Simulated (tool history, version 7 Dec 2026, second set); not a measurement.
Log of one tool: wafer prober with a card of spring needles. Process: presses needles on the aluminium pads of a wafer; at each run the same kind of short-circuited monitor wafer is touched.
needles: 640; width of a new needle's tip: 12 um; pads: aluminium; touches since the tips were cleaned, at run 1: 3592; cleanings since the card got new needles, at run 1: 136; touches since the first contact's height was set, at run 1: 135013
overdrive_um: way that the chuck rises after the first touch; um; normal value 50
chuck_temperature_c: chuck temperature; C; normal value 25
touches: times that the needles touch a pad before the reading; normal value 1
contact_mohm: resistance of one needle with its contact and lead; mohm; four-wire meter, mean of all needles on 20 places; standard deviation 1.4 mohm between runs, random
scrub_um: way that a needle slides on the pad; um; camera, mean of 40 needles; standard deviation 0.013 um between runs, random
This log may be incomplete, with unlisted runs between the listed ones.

| run | hour | overdrive_um | chuck_temperature_c | touches | touches since the tips were cleaned | cleanings since the card got new needles | touches since the first contact's height was set | contact_mohm | scrub_um |
|---|---|---|---|---|---|---|---|---|---|
| 1 | 0 | 50 | 25 | 1 | 3592 | 136 | 135013 | 120 | 9.38 |
|  | 5.8 | tips cleaned on abrasive film |
|  | 21.5 | tips cleaned on abrasive film |
|  | 38.9 | tips cleaned on abrasive film |
|  | 55.7 | tips cleaned on abrasive film |
| 2 | 58.5 | 50 | 92 | 1 | 1068 | 140 | 157351 | 130 | 9.35 |
|  | 71.9 | tips cleaned on abrasive film |
| 3 | 84.4 | 50 | 25 | 1 | 4816 | 141 | 167288 | 120 | 9.33 |
|  | 87.9 | tips cleaned on abrasive film |
|  | 104.6 | tips cleaned on abrasive film |
| 4 | 111.1 | 50 | 25 | 1 | 2510 | 143 | 177487 | 119 | 9.34 |
|  | 121.7 | tips cleaned on abrasive film |
|  | 127.7 | height of the first contact set anew |
|  | 138.4 | tips cleaned on abrasive film |
|  | 154.3 | tips cleaned on abrasive film |
| 5 | 154.3 | 50 | 25 | 1 | 0 | 146 | 10143 | 121 | 9.35 |
|  | 171.1 | tips cleaned on abrasive film |
|  | 188.7 | tips cleaned on abrasive film |
|  | 205.1 | tips cleaned on abrasive film |
| 6 | 216.3 | 50 | 25 | 1 | 4317 | 149 | 33871 | 120 | 9.35 |
|  | 219.9 | tips cleaned on abrasive film |
|  | 237.5 | tips cleaned on abrasive film |
| 7 | 243.8 | 50 | 25 | 1 | 2431 | 151 | 44361 | 122 | 9.34 |
|  | 254.2 | tips cleaned on abrasive film |
|  | 268.4 | tips cleaned on abrasive film |
|  | 283.9 | tips cleaned on abrasive film |
| 8 | 289.2 | 50 | 25 | 1 | 2044 | 154 | 61716 | 122 | 9.3 |
|  | 298.1 | tips cleaned on abrasive film |
|  | 314.4 | tips cleaned on abrasive film |
| 9 | 327.9 | 50 | 25 | 1 | 5199 | 156 | 76539 | 122 | 9.34 |
|  | 331.5 | tips cleaned on abrasive film |
|  | 349.2 | tips cleaned on abrasive film |
| 10 | 359.7 | 50 | 25 | 1 | 4031 | 158 | 88678 | 121 | 9.33 |
|  | 366.3 | tips cleaned on abrasive film |
|  | 383.3 | tips cleaned on abrasive film |
|  | 399.8 | tips cleaned on abrasive film |
| 11 | 404.6 | 50 | 25 | 1 | 1845 | 161 | 105838 | 121 | 9.32 |
|  | 415.3 | tips cleaned on abrasive film |
|  | 432.4 | tips cleaned on abrasive film |
|  | 446.6 | tips cleaned on abrasive film |
| 12 | 457.2 | 50 | 25 | 1 | 4081 | 164 | 125940 | 121 | 9.31 |
|  | 463.3 | tips cleaned on abrasive film |
|  | 480.1 | tips cleaned on abrasive film |
|  | 497.5 | tips cleaned on abrasive film |
| 13 | 499.2 | 50 | 25 | 1 | 650 | 167 | 141994 | 123 | 9.32 |
|  | 512.5 | tips cleaned on abrasive film |
|  | 530 | tips cleaned on abrasive film |
| 14 | 530 | 36 | 25 | 1 | 0 | 169 | 153740 | 127 | 6.71 |
|  | 547 | tips cleaned on abrasive film |
|  | 564.4 | tips cleaned on abrasive film |
| 15 | 566.3 | 36 | 56 | 1 | 699 | 171 | 167618 | 129 | 6.7 |
|  | 579.7 | tips cleaned on abrasive film |
|  | 596.7 | tips cleaned on abrasive film |
| 16 | 597.3 | 36 | 56 | 1 | 214 | 173 | 179459 | 133 | 6.68 |
|  | 609.7 | height of the first contact set anew |
|  | 612.8 | tips cleaned on abrasive film |
|  | 629.5 | tips cleaned on abrasive film |
|  | 643.7 | tips cleaned on abrasive film |
| 17 | 654.2 | 56 | 53 | 2 | 4032 | 176 | 17004 | 122 | 10.42 |
|  | 660.4 | tips cleaned on abrasive film |
|  | 676.6 | tips cleaned on abrasive film |
| 18 | 689.6 | 56 | 53 | 2 | 4989 | 178 | 30546 | 125 | 10.42 |
|  | 693.2 | tips cleaned on abrasive film |
|  | 710.2 | tips cleaned on abrasive film |
|  | 727.4 | tips cleaned on abrasive film |
| 19 | 727.9 | 33 | 25 | 3 | 210 | 181 | 45171 | 125 | 6.12 |
|  | 741.8 | tips cleaned on abrasive film |
|  | 758.9 | tips cleaned on abrasive film |
|  | 775.7 | tips cleaned on abrasive film |
| 20 | 788.4 | 50 | 46 | 2 | 4868 | 184 | 68301 | 122 | 9.31 |
|  | 792 | tips cleaned on abrasive film |
|  | 808.8 | tips cleaned on abrasive film |
| 21 | 817.5 | 50 | 37 | 1 | 3367 | 186 | 79431 | 124 | 9.3 |
|  | 824.3 | tips cleaned on abrasive film |
|  | 838.4 | tips cleaned on abrasive film |
|  | 853.9 | tips cleaned on abrasive film |
|  | 869.4 | tips cleaned on abrasive film |
| 22 | 876.7 | 39 | 29 | 1 | 2784 | 190 | 102033 | 125 | 7.25 |
|  | 886.4 | tips cleaned on abrasive film |
|  | 903.7 | tips cleaned on abrasive film |
|  | 920.8 | tips cleaned on abrasive film |
| 23 | 933.5 | 48 | 82 | 1 | 4906 | 193 | 123784 | 131 | 8.91 |
|  | 937.2 | tips cleaned on abrasive film |
|  | 953.7 | tips cleaned on abrasive film |
|  | 971.4 | tips cleaned on abrasive film |
|  | 988.3 | tips cleaned on abrasive film |
| 24 | 994 | 49 | 25 | 1 | 2224 | 197 | 146897 | 120 | 9.09 |
|  | 1004.7 | tips cleaned on abrasive film |
|  | 1021.1 | tips cleaned on abrasive film |
|  | 1035.3 | tips cleaned on abrasive film |
| 25 | 1036.9 | 58 | 118 | 1 | 609 | 200 | 163254 | 134 | 10.74 |
|  | 1050.4 | tips cleaned on abrasive film |
|  | 1066.7 | tips cleaned on abrasive film |
| 26 | 1075 | 58 | 118 | 1 | 3179 | 202 | 177836 | 132 | 10.73 |
|  | 1082 | tips cleaned on abrasive film |
|  | 1092.9 | height of the first contact set anew |
|  | 1100.1 | tips cleaned on abrasive film |
|  | 1115.7 | tips cleaned on abrasive film |
| 27 | 1122.6 | 58 | 118 | 1 | 2638 | 205 | 11325 | 133 | 10.75 |

Estimate the outcome of run 28 from the log above:
|  | 1132.4 | tips cleaned on abrasive film |
|  | 1149.8 | tips cleaned on abrasive film |
|  | 1166.9 | tips cleaned on abrasive film |
| 28 | 1171.8 | 62 | 109 | 1 | 1911 | 208 | 30158 | ? | ? |

{"run 28": {"contact_mohm": 132, "scrub_um": 11.47}}
With the hidden condition absent and the run-to-run variation left alone, this run would have shown contact_mohm 132 mohm, scrub_um 11.6 um.

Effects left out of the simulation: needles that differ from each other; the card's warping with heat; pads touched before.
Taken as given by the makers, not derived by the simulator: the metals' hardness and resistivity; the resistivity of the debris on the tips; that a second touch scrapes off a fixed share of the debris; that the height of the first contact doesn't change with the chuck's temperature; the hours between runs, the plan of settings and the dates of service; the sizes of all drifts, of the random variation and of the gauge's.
